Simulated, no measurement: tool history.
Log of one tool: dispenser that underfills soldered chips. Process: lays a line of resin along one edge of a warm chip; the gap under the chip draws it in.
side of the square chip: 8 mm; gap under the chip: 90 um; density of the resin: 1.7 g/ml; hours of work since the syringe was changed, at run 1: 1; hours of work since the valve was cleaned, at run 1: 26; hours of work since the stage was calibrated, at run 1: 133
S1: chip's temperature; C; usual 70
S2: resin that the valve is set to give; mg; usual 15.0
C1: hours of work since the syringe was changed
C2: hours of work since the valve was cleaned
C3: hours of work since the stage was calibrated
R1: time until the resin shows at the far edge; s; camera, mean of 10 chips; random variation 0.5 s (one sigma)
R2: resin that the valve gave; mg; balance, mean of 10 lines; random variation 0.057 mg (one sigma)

run 1 day=0.000 | S1=70 S2=15.0 | C1=1 C2=26 C3=133 | R1=42.1 R2=14.66
run 2 day=0.442 | S1=70 S2=15.0 | C1=9 C2=35 C3=142 | R1=76.5 R2=14.62
-- day=0.600 new syringe of resin
run 3 day=0.871 | S1=70 S2=15.0 | C1=5 C2=43 C3=150 | R1=57.9 R2=14.53
-- day=0.971 dispensing valve cleaned and set on the balance
-- day=1.258 new syringe of resin
run 4 day=1.325 | S1=70 S2=15.0 | C1=1 C2=7 C3=157 | R1=43.1 R2=15.01
-- day=1.904 new syringe of resin
run 5 day=1.950 | S1=62 S2=15.0 | C1=1 C2=18 C3=169 | R1=59.1 R2=14.91
run 6 day=2.250 | S1=62 S2=15.0 | C1=7 C2=24 C3=175 | R1=88.9 R2=14.77
-- day=2.546 new syringe of resin
run 7 day=2.717 | S1=62 S2=15.0 | C1=3 C2=33 C3=183 | R1=70.0 R2=14.69
run 8 day=3.046 | S1=70 S2=15.0 | C1=10 C2=39 C3=190 | R1=78.7 R2=14.54
-- day=3.200 new syringe of resin
-- day=3.329 dispensing valve cleaned and set on the balance
run 9 day=3.396 | S1=70 S2=15.0 | C1=3 C2=1 C3=195 | R1=47.0 R2=15.03
-- day=3.883 new syringe of resin
run 10 day=3.992 | S1=74 S2=15.0 | C1=2 C2=12 C3=206 | R1=38.2 R2=14.80
run 11 day=4.288 | S1=74 S2=15.0 | C1=8 C2=18 C3=212 | R1=57.2 R2=14.74
-- day=4.529 new syringe of resin
run 12 day=4.867 | S1=70 S2=15.0 | C1=6 C2=29 C3=223 | R1=60.8 R2=14.76
-- day=5.146 new syringe of resin
run 13 day=5.254 | S1=70 S2=15.0 | C1=2 C2=36 C3=230 | R1=45.7 R2=14.56
-- day=5.675 dispensing valve cleaned and set on the balance
-- day=5.796 new syringe of resin
run 14 day=5.896 | S1=70 S2=15.0 | C1=2 C2=4 C3=241 | R1=44.3 R2=15.03
run 15 day=6.150 | S1=56 S2=14.9 | C1=7 C2=9 C3=246 | R1=117.7 R2=14.78
-- day=6.425 new syringe of resin
run 16 day=6.746 | S1=65 S2=13.3 | C1=6 C2=20 C3=257 | R1=75.0 R2=13.08
-- day=7.058 new syringe of resin
run 17 day=7.171 | S1=72 S2=14.2 | C1=2 C2=28 C3=265 | R1=41.7 R2=13.83
-- day=7.692 new syringe of resin
run 18 day=7.742 | S1=72 S2=14.2 | C1=1 C2=38 C3=276 | R1=38.0 R2=13.72
-- day=8.046 dispensing valve cleaned and set on the balance
run 19 day=8.183 | S1=74 S2=15.4 | C1=9 C2=3 C3=283 | R1=59.7 R2=15.35
-- day=8.375 new syringe of resin
run 20 day=8.746 | S1=74 S2=15.4 | C1=7 C2=13 C3=294 | R1=54.5 R2=15.23
-- day=8.988 new syringe of resin
run 21 day=9.367 | S1=71 S2=17.5 | C1=7 C2=25 C3=305 | R1=60.9 R2=17.00
-- day=9.617 new syringe of resin
run 22 day=9.875 | S1=69 S2=15.5 | C1=5 C2=34 C3=315 | R1=56.1 R2=15.06
-- day=10.267 new syringe of resin
run 23 day=10.329 | S1=66 S2=14.7 | C1=1 C2=43 C3=323 | R1=49.9 R2=14.04
-- day=10.417 dispensing valve cleaned and set on the balance
-- day=10.946 new syringe of resin
run 24 day=10.946 | S1=66 S2=14.7 | C1=0 C2=10 C3=334 | R1=44.6 R2=14.71
run 25 day=11.542 | S1=66 S2=14.7 | C1=11 C2=21 C3=345 | R1=101.2 R2=14.40
-- day=11.596 new syringe of resin
run 26 day=12.042 | S1=67 S2=13.0 | C1=9 C2=31 C3=354 | R1=82.3 R2=12.75
-- day=12.221 new syringe of resin
run 27 day=12.683 | S1=78 S2=18.6 | C1=9 C2=42 C3=366 | R1=50.2 R2=18.02

4 ways to go on from here, each from the tool as it stands after run 27. What would each give?
-- day=12.767 dispensing valve cleaned and set on the balance
-- day=12.900 new syringe of resin
run A day=13.150 | S1=75 S2=17.2 | C1=5 C2=7 C3=374 | R1=? R2=?
-- day=12.767 dispensing valve cleaned and set on the balance
-- day=12.900 new syringe of resin
run B day=13.150 | S1=70 S2=16.5 | C1=5 C2=7 C3=374 | R1=? R2=?
-- day=12.767 dispensing valve cleaned and set on the balance
-- day=12.900 new syringe of resin
run C day=13.150 | S1=70 S2=16.5 | C1=5 C2=7 C3=374 | R1=? R2=?
-- day=12.767 dispensing valve cleaned and set on the balance
-- day=12.900 new syringe of resin
run D day=13.150 | S1=61 S2=13.2 | C1=5 C2=7 C3=374 | R1=? R2=?

run=A R1=43.0 R2=17.24
run=B R1=53.0 R2=16.53
run=C R1=53.8 R2=16.47
run=D R1=81.4 R2=13.18
Without the tool's hidden state the same runs would have given:
run=A R1=32.8 R2=17.26
run=B R1=40.4 R2=16.55
run=C R1=41.1 R2=16.49
run=D R1=62.3 R2=13.20
